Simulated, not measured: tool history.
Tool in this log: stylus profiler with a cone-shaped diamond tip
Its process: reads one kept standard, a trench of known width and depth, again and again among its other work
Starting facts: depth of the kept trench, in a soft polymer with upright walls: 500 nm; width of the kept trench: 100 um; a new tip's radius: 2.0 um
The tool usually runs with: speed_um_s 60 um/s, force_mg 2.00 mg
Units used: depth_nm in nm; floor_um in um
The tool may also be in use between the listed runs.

run 1 day=0.000 | speed_um_s=60 force_mg=2.00 | depth_nm=505.71 floor_um=96.35
run 2 day=1.217 | speed_um_s=60 force_mg=2.00 | depth_nm=505.73 floor_um=96.31
run 3 day=2.350 | speed_um_s=60 force_mg=3.10 | depth_nm=507.35 floor_um=96.41
run 4 day=3.229 | speed_um_s=60 force_mg=2.00 | depth_nm=505.90 floor_um=96.30
run 5 day=4.208 | speed_um_s=120 force_mg=2.00 | depth_nm=505.72 floor_um=95.86
run 6 day=5.100 | speed_um_s=51 force_mg=2.00 | depth_nm=505.88 floor_um=96.36
run 7 day=6.212 | speed_um_s=51 force_mg=2.00 | depth_nm=505.87 floor_um=96.38
run 8 day=7.104 | speed_um_s=51 force_mg=2.00 | depth_nm=505.76 floor_um=96.33
run 9 day=8.446 | speed_um_s=60 force_mg=1.76 | depth_nm=505.59 floor_um=96.23
run 10 day=9.762 | speed_um_s=60 force_mg=1.79 | depth_nm=505.80 floor_um=96.24
run 11 day=11.400 | speed_um_s=60 force_mg=1.79 | depth_nm=505.85 floor_um=96.21
run 12 day=12.350 | speed_um_s=60 force_mg=1.79 | depth_nm=505.64 floor_um=96.12
run 13 day=14.083 | speed_um_s=60 force_mg=5.73 | depth_nm=510.67 floor_um=96.33
run 14 day=15.350 | speed_um_s=60 force_mg=3.00 | depth_nm=507.44 floor_um=96.24
run 15 day=17.267 | speed_um_s=35 force_mg=1.37 | depth_nm=505.35 floor_um=96.27
run 16 day=18.908 | speed_um_s=35 force_mg=1.37 | depth_nm=505.25 floor_um=96.29
run 17 day=20.808 | speed_um_s=25 force_mg=5.51 | depth_nm=510.66 floor_um=96.40
run 18 day=22.000 | speed_um_s=25 force_mg=5.51 | depth_nm=510.77 floor_um=96.46
run 19 day=23.912 | speed_um_s=25 force_mg=5.51 | depth_nm=510.86 floor_um=96.40
run 20 day=25.396 | speed_um_s=66 force_mg=0.79 | depth_nm=504.14 floor_um=95.77
run 21 day=27.308 | speed_um_s=60 force_mg=1.48 | depth_nm=505.58 floor_um=95.98
run 22 day=28.762 | speed_um_s=228 force_mg=5.89 | depth_nm=511.15 floor_um=95.55
run 23 day=29.946 | speed_um_s=18 force_mg=1.84 | depth_nm=506.63 floor_um=96.36
run 24 day=31.796 | speed_um_s=60 force_mg=0.87 | depth_nm=504.54 floor_um=95.82
run 25 day=33.625 | speed_um_s=208 force_mg=3.77 | depth_nm=509.18 floor_um=95.33
run 26 day=35.204 | speed_um_s=17 force_mg=3.74 | depth_nm=508.98 floor_um=96.34
run 27 day=37.092 | speed_um_s=28 force_mg=3.22 | depth_nm=508.51 floor_um=96.27

Predict each of these 5 candidate next runs independently; none follows another, all start after run 27:
run A day=38.817 | speed_um_s=223 force_mg=5.94 | depth_nm=? floor_um=?
run B day=38.817 | speed_um_s=141 force_mg=2.33 | depth_nm=? floor_um=?
run C day=38.817 | speed_um_s=60 force_mg=3.05 | depth_nm=? floor_um=?
run D day=38.817 | speed_um_s=83 force_mg=3.22 | depth_nm=? floor_um=?
run E day=38.817 | speed_um_s=60 force_mg=0.86 | depth_nm=? floor_um=?

run=A depth_nm=511.75 floor_um=95.41
run=B depth_nm=507.13 floor_um=95.42
run=C depth_nm=508.29 floor_um=96.02
run=D depth_nm=508.75 floor_um=95.96
run=E depth_nm=504.82 floor_um=95.73
With the hidden condition removed and each run's random variation left untouched, the same runs would have given:
run=A depth_nm=509.46 floor_um=96.37
run=B depth_nm=504.85 floor_um=96.38
run=C depth_nm=506.02 floor_um=96.98
run=D depth_nm=506.47 floor_um=96.91
run=E depth_nm=502.55 floor_um=96.69
